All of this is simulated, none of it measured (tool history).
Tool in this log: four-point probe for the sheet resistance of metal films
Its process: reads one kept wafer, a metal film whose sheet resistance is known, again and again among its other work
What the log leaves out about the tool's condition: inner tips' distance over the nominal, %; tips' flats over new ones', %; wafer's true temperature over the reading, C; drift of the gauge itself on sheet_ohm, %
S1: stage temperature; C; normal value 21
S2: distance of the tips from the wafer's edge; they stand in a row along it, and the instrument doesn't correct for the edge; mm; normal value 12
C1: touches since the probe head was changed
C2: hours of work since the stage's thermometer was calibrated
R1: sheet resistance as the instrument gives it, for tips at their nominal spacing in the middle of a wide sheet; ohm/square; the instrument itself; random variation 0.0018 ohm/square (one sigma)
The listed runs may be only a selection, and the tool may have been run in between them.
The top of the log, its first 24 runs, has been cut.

run	day	S1	S2	C1	C2	R1
25	42.500	26	28	30416	761	9.104502
26	43.812	26	28	31548	783	9.102772
27	45.688	26	28	33159	814	9.109804
28	47.267	31	75	34517	841	9.103677
29	48.529	28	67	35606	862	9.107659
30	50.492	29	9	37295	895	9.123826
31	52.729	25	4	39217	932	9.194736
32	54.575	25	5	40805	963	9.170208
33	56.012	34	7	42043	987	9.134823
34	57.108	24	12	42985	1006	9.134181
35	59.479	31	7	45028	1045	9.143843
36	61.279	19	6	46574	1075	9.172742
37	62.900	27	12	47968	1103	9.136855
38	64.192	18	5	49079	1124	9.190912
39	66.250	18	5	50851	1159	9.196097
40	68.246	18	5	52568	1192	9.199314
41	69.804	23	8	53909	1218	9.160737
42	71.454	24	4	55331	1246	9.223879

What if the next run were any one of these 4? Each begins from the tool's condition after run 42:
A	73.538	21	28	57122	1281	?
B	73.538	19	15	57122	1281	?
C	73.538	28	31	57122	1281	?
D	73.538	25	8	57122	1281	?

run	R1
A	9.152091
B	9.161624
C	9.143374
D	9.168005
Without the tool's hidden state the same runs would have given:
run	R1
A	9.098555
B	9.108099
C	9.089670
D	9.114259

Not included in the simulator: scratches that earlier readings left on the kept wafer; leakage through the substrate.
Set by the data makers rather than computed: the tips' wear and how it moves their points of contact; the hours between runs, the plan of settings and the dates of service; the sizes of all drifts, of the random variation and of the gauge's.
